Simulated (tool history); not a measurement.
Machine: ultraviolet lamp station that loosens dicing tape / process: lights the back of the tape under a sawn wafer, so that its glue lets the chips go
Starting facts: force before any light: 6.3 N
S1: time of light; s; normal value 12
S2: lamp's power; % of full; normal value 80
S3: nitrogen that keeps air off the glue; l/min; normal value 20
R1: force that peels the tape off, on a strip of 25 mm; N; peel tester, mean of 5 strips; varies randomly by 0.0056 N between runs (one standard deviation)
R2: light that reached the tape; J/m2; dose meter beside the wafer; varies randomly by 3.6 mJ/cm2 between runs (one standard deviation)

run,hour,S1,S2,S3,R1,R2
1,0,12,80,20,0.184,4910
# hour 16.5: window cleaned of glue's vapour
2,34.2,12,80,20,0.242,4460
3,91.5,12,80,26,0.199,4430
# hour 122.2: window cleaned of glue's vapour, once more
4,130.9,21,80,20,0.07,9390
5,159.3,21,80,20,0.063,9470
6,211.3,21,80,20,0.071,9210
7,247.3,21,80,20,0.069,9160
8,299.4,21,80,20,0.076,9070
9,337,21,80,20,0.076,9010
10,379.5,12,63,20,0.303,4060
11,422.1,12,63,20,0.322,4050
12,458.3,12,80,20,0.194,5080
13,488.3,12,80,20,0.189,5080
14,535,12,97,20,0.119,6040
15,562.6,18,70,9,0.193,6660
16,616.6,18,70,9,0.204,6350
17,678.5,12,62,20,0.397,3780
18,712.9,7,62,8,1.837,2170
19,765.2,7,62,8,1.895,2170
20,806.4,7,62,8,1.887,2140
21,853,7,62,8,1.868,2120
22,905.9,7,62,8,1.973,2120
23,950.8,18,95,17,0.074,8320
24,983.7,12,94,20,0.152,5400
25,1021.6,10,92,7,0.674,4360
26,1049,10,92,7,0.682,4360
27,1078.7,13,80,14,0.258,4920
28,1137,9,80,21,0.495,3320

Below, some changes in R1 between adjacent runs. For each, the amount present without the hidden state too (settings, incoming material, random variation) and the amount remaining for the hidden state with gauge scatter not shared by both compared results:
The tool's hidden condition here consists of: lamp's light, % of a new lamp's; light that the window lets through, % of a clean one's; drift of the gauge itself on peel_n, %; drift of the gauge itself on dose_mj_cm2, %.
Run 17 -> 18: S1 12 -> 7, S3 20 -> 8. R1 +1.44 N: hidden state +0.287, all else +1.153.
Run 22 -> 23: S1 7 -> 18, S2 62 -> 95, S3 8 -> 17. R1 -1.899 N: hidden state -0.52, all else -1.379.
